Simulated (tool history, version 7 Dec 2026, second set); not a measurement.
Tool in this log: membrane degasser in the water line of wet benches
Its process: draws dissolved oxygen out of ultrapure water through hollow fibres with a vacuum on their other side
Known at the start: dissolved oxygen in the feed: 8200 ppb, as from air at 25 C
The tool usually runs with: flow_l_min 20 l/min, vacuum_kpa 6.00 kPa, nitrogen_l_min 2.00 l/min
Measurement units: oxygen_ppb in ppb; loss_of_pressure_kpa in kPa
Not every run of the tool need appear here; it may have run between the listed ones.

run,hour,flow_l_min,vacuum_kpa,nitrogen_l_min,oxygen_ppb,loss_of_pressure_kpa
1,0.0,20,6.00,2.00,69.5,69.01
2,49.2,16,6.00,2.00,54.8,54.78
3,128.8,16,6.00,2.00,54.4,55.00
4,187.7,20,6.00,4.80,30.7,69.01
5,265.1,20,6.00,4.80,31.3,68.98
# hour 364.3: seals of the vacuum lines changed
6,372.9,20,6.00,4.80,30.9,68.75
7,481.8,20,9.01,2.00,138.8,69.06
8,584.8,28,9.01,2.80,141.4,96.63
9,676.9,25,3.94,5.09,13.9,86.50
10,729.3,25,3.94,5.09,14.5,86.97
11,828.1,30,3.94,1.70,37.9,104.29
12,877.5,13,8.22,3.37,48.0,45.39
13,992.3,13,8.22,3.37,48.7,45.26
14,1077.4,16,5.22,3.85,21.8,55.62

Here are 3 independent what-if runs from the current tool condition. What would each one return?
A,1168.7,16,5.22,5.95,?,?
B,1168.7,12,11.85,2.00,?,?
C,1168.7,16,5.22,5.03,?,?

run,oxygen_ppb,loss_of_pressure_kpa
A,14.7,55.32
B,124.2,41.99
C,17.2,55.47
Had the tool no hidden state, the same runs would have come out as:
run,oxygen_ppb,loss_of_pressure_kpa
A,14.7,54.55
B,124.1,41.41
C,17.1,54.69

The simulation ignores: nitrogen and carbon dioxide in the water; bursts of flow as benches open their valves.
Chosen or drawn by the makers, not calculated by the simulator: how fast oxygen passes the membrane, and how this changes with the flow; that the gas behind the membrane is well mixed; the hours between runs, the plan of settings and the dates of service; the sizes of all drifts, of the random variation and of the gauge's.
